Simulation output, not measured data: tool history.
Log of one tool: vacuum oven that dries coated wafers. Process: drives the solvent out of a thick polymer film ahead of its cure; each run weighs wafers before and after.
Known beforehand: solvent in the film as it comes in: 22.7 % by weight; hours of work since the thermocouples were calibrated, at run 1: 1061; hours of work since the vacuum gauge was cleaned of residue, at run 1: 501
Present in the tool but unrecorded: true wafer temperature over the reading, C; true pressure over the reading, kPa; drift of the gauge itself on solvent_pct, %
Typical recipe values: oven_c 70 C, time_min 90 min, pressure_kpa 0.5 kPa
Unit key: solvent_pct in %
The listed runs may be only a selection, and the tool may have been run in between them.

run,hour,oven_c,time_min,pressure_kpa,hours of work since the thermocouples were calibrated,hours of work since the vacuum gauge was cleaned of residue,solvent_pct
1,0,70,90,0.5,1061,501,4.16
2,96.3,70,90,0.5,1127,567,4.28
3,191.1,70,90,1.628,1192,632,4.79
# hour 260.3: oven's thermocouples calibrated
4,286.1,70,90,1.628,18,696,4.25
5,358,70,90,0.5,67,745,3.79
6,432.2,70,90,0.5,118,796,3.68
7,495.7,70,90,0.5,161,840,3.83
8,562,71,90,0.5,207,885,3.3
9,655.8,71,81,0.5,271,949,4.06
10,719,70,61,0.5,314,993,6.2
11,822.1,70,90,0.5,385,1063,3.77
12,892,70,90,1.2,433,1111,4.15
13,940.4,70,90,1.2,466,1144,4.06
14,1038.2,70,90,1.2,533,1211,4.27
15,1123.8,70,90,1.2,592,1270,4.26
16,1167.5,70,90,1.627,622,1300,4.37
17,1271.8,70,55,0.5,693,1371,7.13
18,1359.4,70,55,0.5,753,1431,7.16
19,1449.4,70,55,0.5,815,1493,7.32
20,1531.8,70,87,0.5,871,1550,4.27
21,1622.3,70,64,0.5,933,1612,6.35
22,1679.6,70,112,0.5,973,1651,2.98
23,1768.4,70,112,0.5,1034,1712,2.93
24,1842.6,70,51,0.359,1084,1763,7.74
# hour 1895.6: vacuum gauge cleaned of residue and calibrated
25,1916.3,70,51,0.359,1134,14,7.88
26,2000.6,76,84,0.509,1192,72,1.9
# hour 2070.7: oven's thermocouples calibrated
27,2070.7,76,84,0.509,0,119,1.51
28,2135.3,76,84,0.509,44,163,1.53
29,2219.2,70,71,0.428,102,220,5.05
30,2293.3,78,150,0.5,153,271,0.24
31,2343,78,150,0.5,187,305,0.24
32,2390.9,67,150,0.5,219,338,2.45
33,2449.3,70,95,1.614,260,378,3.8
34,2523,71,58,0.699,310,429,6.07
35,2614.5,71,58,0.699,373,491,6.04
36,2669,71,58,0.699,410,529,6.21
37,2735,63,90,0.5,455,574,7.65

Forecast run 38:
38,2811.9,63,90,1.215,508,627,?

{"run 38": {"solvent_pct": 7.89}}
Were there no unlogged condition in the tool, this run, its random variation unchanged, would have produced solvent_pct 7.64 %.
